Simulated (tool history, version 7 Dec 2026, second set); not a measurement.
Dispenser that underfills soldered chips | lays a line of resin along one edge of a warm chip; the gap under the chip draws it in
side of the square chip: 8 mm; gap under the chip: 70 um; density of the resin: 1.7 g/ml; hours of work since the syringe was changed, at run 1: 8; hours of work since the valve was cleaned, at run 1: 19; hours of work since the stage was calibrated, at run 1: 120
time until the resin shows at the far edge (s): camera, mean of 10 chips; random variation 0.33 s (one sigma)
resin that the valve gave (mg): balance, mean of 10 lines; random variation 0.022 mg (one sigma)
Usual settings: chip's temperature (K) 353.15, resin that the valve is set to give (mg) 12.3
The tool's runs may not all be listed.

run,day,chip's temperature (K),resin that the valve is set to give (mg),hours of work since the syringe was changed,hours of work since the valve was cleaned,hours of work since the stage was calibrated,time until the resin shows at the far edge (s),resin that the valve gave (mg)
1,0,353.15,12.3,8,19,120,22.1,12.26
2,0.154,353.15,12.3,10,22,123,25.1,12.19
# day 0.258: new syringe of resin
3,0.45,353.15,12.3,3,26,127,17.5,12.21
4,0.717,353.15,12.3,7,30,131,21.9,12.21
5,0.971,353.15,12.3,11,35,136,26.9,12.16
# day 1.004: new syringe of resin
6,1.146,353.15,12.3,2,37,138,16.6,12.11
7,1.396,353.15,13.4,6,41,142,20.4,13.22
8,1.662,353.15,12.3,11,46,147,26,12.09
# day 1.746: new syringe of resin
9,1.8,353.15,12.3,1,48,149,15.5,12.09
10,2.033,353.15,12.3,5,51,152,19.2,12.07
11,2.188,353.15,12.3,7,54,155,22.3,12.06
12,2.429,363.15,12.3,11,58,159,18,12.02
# day 2.483: new syringe of resin
13,2.621,363.15,12.3,2,61,162,11.2,12.02
14,2.871,353.15,12.3,6,65,166,20.8,11.99
15,3.004,353.15,12.3,8,67,168,22.9,11.98
# day 3.221: new syringe of resin
16,3.229,353.15,12.3,0,70,171,14.5,11.95
# day 3.333: dispensing valve cleaned and set on the balance
17,3.475,353.15,14.3,3,2,175,18.1,14.23
18,3.738,353.15,14.3,8,7,179,22.4,14.26
19,3.921,353.15,14.3,11,9,182,26.7,14.19

Run 20 comes next. What will it give?
# day 4: new syringe of resin
20,4.142,340.15,15,2,13,185,?,?

time until the resin shows at the far edge (s): 30.2
resin that the valve gave (mg): 14.84
Without the tool's hidden state the same run would have given time until the resin shows at the far edge (s) 24.5, resin that the valve gave (mg) 14.98.
